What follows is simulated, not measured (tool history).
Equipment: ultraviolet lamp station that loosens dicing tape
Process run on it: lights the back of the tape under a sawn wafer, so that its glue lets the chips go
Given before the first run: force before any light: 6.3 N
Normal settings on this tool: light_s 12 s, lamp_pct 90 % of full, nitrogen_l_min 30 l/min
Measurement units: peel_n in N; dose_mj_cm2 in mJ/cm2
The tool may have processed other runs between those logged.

run   hour  light_s  lamp_pct  nitrogen_l_min  peel_n  dose_mj_cm2
  1      0       12        90              30   0.635          485
  2    6.8       12        90              30   0.632          474
  3   13.3       12        90              30   0.618          481
  4   21.3       12        90              30   0.603          472
  5   29.2       12        90              10    1.23          473
  6   34.8       12        70              10   1.717          369
  7   38.5       12        90              30   0.635          473
  8   47.4       12        90              30   0.627          477
  9   51.6       12        90              30   0.645          470
 10   56.7       21        90              30   0.173          831
 11   64.5       12        90              30   0.637          475
 12   72.6       12        90              30   0.658          470
 13   76.9       12        90              30   0.642          468
      80.1  -- window cleaned of glue's vapour
 14   82.8       12        90              30   0.548          512
 15   90.8       12        90              30   0.535          504
 16   96.1       12        90              30   0.553          510
 17  104.2       12        90              17   0.775          502
 18  109.7       12        90              17   0.769          504
 19  115.8       12        90              17   0.799          510
 20  122.9       12        90              17   0.803          504
 21  128.9       12        90              17   0.776          504
 22  136.2       17        90              30    0.25          707
 23  141.6       12        74              30    0.83          413
 24  148.7       12        74              30   0.839          415
 25  155.4       16        74              28   0.481          553
 26  159.5       16        74              28   0.499          548
 27  166.9       16        74              28   0.482          557
 28  175.2       12        90              50   0.425          494
 29  183.3       12        78              50   0.583          431
 30  190.8       12        63              30    1.13          347
 31  198.5       11        77              17   1.207          390
 32  205.5        8        94              46   0.948          349
 33    212        8        94              46   0.949          339
 34  219.4        8        94              46   0.934          346
 35  224.5       10        90              26   0.903          409
 36  233.4       10        90              26   0.891          413
 37  239.3       17        99              28   0.225          769
 38    245       12        68              34   0.972          371
 39  250.6       14        81              52   0.392          521
 40  255.8       14        81              52    0.39          516
 41  261.8       12        90              25   0.643          487
 42  269.8       15        71              33   0.557          486
 43  273.9       15        71              33   0.585          489

Branching from run 43: 3 alternative next runs. What would each branch give?
  A   283       15        91              20       ?            ?
  B   283       20        79              30       ?            ?
  C   283       20        90              10       ?            ?

run  peel_n  dose_mj_cm2
  A   0.456          615
  B   0.229          719
  C     0.4          814
Take away the tool's hidden state, keep each run's random variation, and the runs would have read:
run  peel_n  dose_mj_cm2
  A    0.38          665
  B   0.189          777
  C   0.335          879

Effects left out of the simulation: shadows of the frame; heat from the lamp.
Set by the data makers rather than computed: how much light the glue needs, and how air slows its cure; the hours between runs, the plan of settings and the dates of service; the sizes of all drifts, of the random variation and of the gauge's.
